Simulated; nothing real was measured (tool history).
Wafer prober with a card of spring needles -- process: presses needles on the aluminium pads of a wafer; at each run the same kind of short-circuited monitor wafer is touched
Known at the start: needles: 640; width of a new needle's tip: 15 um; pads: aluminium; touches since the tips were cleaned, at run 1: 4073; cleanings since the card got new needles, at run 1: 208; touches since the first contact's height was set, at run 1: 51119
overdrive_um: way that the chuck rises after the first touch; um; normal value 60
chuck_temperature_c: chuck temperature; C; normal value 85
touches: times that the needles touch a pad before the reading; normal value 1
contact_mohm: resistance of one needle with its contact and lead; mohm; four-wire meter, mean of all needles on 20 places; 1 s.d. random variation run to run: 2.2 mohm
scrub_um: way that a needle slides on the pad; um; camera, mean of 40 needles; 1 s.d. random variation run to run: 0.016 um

run	hour	overdrive_um	chuck_temperature_c	touches	touches since the tips were cleaned	cleanings since the card got new needles	touches since the first contact's height was set	contact_mohm	scrub_um
1	0	60	85	1	4073	208	51119	239	12.47
# hour 2.9: tips cleaned on abrasive film
# hour 14.2: tips cleaned on abrasive film
# hour 28.4: tips cleaned on abrasive film
# hour 42.5: tips cleaned on abrasive film
# hour 56.7: tips cleaned on abrasive film
# hour 70.8: tips cleaned on abrasive film
2	76.8	60	85	1	2638	214	84708	244	12.46
# hour 79.9: height of the first contact set anew
# hour 82.8: tips cleaned on abrasive film
# hour 96.9: tips cleaned on abrasive film
# hour 111.1: tips cleaned on abrasive film
# hour 125.2: tips cleaned on abrasive film
# hour 139.3: tips cleaned on abrasive film
3	139.7	47	85	1	140	219	26139	249	9.76
# hour 151: tips cleaned on abrasive film
# hour 165.1: tips cleaned on abrasive film
# hour 179.3: tips cleaned on abrasive film
# hour 193.4: tips cleaned on abrasive film
# hour 207.6: tips cleaned on abrasive film
4	210	47	85	1	1101	224	56955	246	9.76
# hour 221.4: tips cleaned on abrasive film
# hour 235.5: tips cleaned on abrasive film
# hour 249.7: tips cleaned on abrasive film
5	253.6	60	85	1	1729	227	76017	242	12.45
# hour 262.1: tips cleaned on abrasive film
# hour 276.2: tips cleaned on abrasive film
# hour 276.5: height of the first contact set anew
# hour 290.7: tips cleaned on abrasive film
# hour 302: tips cleaned on abrasive film
6	304.6	60	85	1	1156	231	12298	243	12.46
# hour 316: tips cleaned on abrasive film
# hour 330.1: tips cleaned on abrasive film
# hour 344.2: tips cleaned on abrasive film
7	348.6	60	85	1	1926	234	31557	241	12.47
# hour 357.1: tips cleaned on abrasive film
# hour 371.3: tips cleaned on abrasive film
# hour 382.6: tips cleaned on abrasive film
# hour 396.7: tips cleaned on abrasive film
# hour 410.9: tips cleaned on abrasive film
# hour 425: tips cleaned on abrasive film
8	432	60	85	1	3098	240	68083	241	12.47
# hour 437.8: tips cleaned on abrasive film
# hour 451.9: tips cleaned on abrasive film
# hour 463.2: tips cleaned on abrasive film
# hour 471.9: height of the first contact set anew
# hour 477.7: tips cleaned on abrasive film
# hour 491.8: tips cleaned on abrasive film
# hour 503.1: tips cleaned on abrasive film
9	510.4	79	85	1	3222	246	16841	234	16.38
# hour 516.2: tips cleaned on abrasive film
# hour 530.3: tips cleaned on abrasive film
# hour 541.6: tips cleaned on abrasive film
# hour 555.8: tips cleaned on abrasive film
# hour 569.9: tips cleaned on abrasive film
10	574.8	79	85	1	2155	251	44996	234	16.38
# hour 583.3: tips cleaned on abrasive film
# hour 597.4: tips cleaned on abrasive film
# hour 611.6: tips cleaned on abrasive film
# hour 625.7: tips cleaned on abrasive film
# hour 639.9: tips cleaned on abrasive film
11	640.5	79	85	1	273	256	73744	236	16.37
# hour 651.8: tips cleaned on abrasive film
# hour 665.9: tips cleaned on abrasive film
# hour 666.2: height of the first contact set anew
# hour 680.4: tips cleaned on abrasive film
12	690.2	79	85	1	4317	259	10508	235	16.37
# hour 693.1: tips cleaned on abrasive film
# hour 707.2: tips cleaned on abrasive film
# hour 721.4: tips cleaned on abrasive film
# hour 735.5: tips cleaned on abrasive film
# hour 748: tips cleaned on abrasive film
13	748	60	32	1	0	264	35801	225	12.43
# hour 762.2: tips cleaned on abrasive film
# hour 776.3: tips cleaned on abrasive film
# hour 787.6: tips cleaned on abrasive film
14	798.4	60	28	1	4765	267	57900	221	12.45
# hour 801.4: tips cleaned on abrasive film
# hour 815.5: tips cleaned on abrasive film
# hour 829.6: tips cleaned on abrasive film
# hour 841: tips cleaned on abrasive film
# hour 855.1: tips cleaned on abrasive film
# hour 861: height of the first contact set anew
# hour 869.5: tips cleaned on abrasive film
15	873.5	60	28	1	1761	273	5475	221	12.43
# hour 882.1: tips cleaned on abrasive film
# hour 893.4: tips cleaned on abrasive film
# hour 907.5: tips cleaned on abrasive film
16	916.9	59	28	3	4130	276	24460	227	12.25
# hour 919.8: tips cleaned on abrasive film
# hour 933.9: tips cleaned on abrasive film
# hour 948.1: tips cleaned on abrasive film
17	954.4	59	28	3	2796	279	40876	224	12.21
# hour 960.1: tips cleaned on abrasive film
# hour 971.5: tips cleaned on abrasive film
# hour 985.6: tips cleaned on abrasive film
# hour 999.7: tips cleaned on abrasive film
18	1000	60	95	1	104	283	60790	241	12.42
# hour 1011.3: tips cleaned on abrasive film
# hour 1025.5: tips cleaned on abrasive film
# hour 1036.8: tips cleaned on abrasive film
# hour 1050.9: tips cleaned on abrasive film
# hour 1056.8: height of the first contact set anew
# hour 1065.4: tips cleaned on abrasive film
19	1070.7	75	85	1	2352	288	6067	236	15.54
# hour 1079.2: tips cleaned on abrasive film
# hour 1093.4: tips cleaned on abrasive film
# hour 1107.5: tips cleaned on abrasive film
# hour 1118.8: tips cleaned on abrasive film
20	1126.7	45	32	2	3476	292	30590	234	9.32

Run 21, settings as shown, results not yet in. Your forecast:
# hour 1132.4: tips cleaned on abrasive film
# hour 1146.6: tips cleaned on abrasive film
# hour 1160.7: tips cleaned on abrasive film
# hour 1172: tips cleaned on abrasive film
# hour 1186.2: tips cleaned on abrasive film
21	1195.6	45	32	2	4143	297	60732	?	?

contact_mohm: 232 mohm
scrub_um: 9.31 um
The same run, on a tool lacking any hidden state, would have yielded contact_mohm 232 mohm, scrub_um 9.35 um.
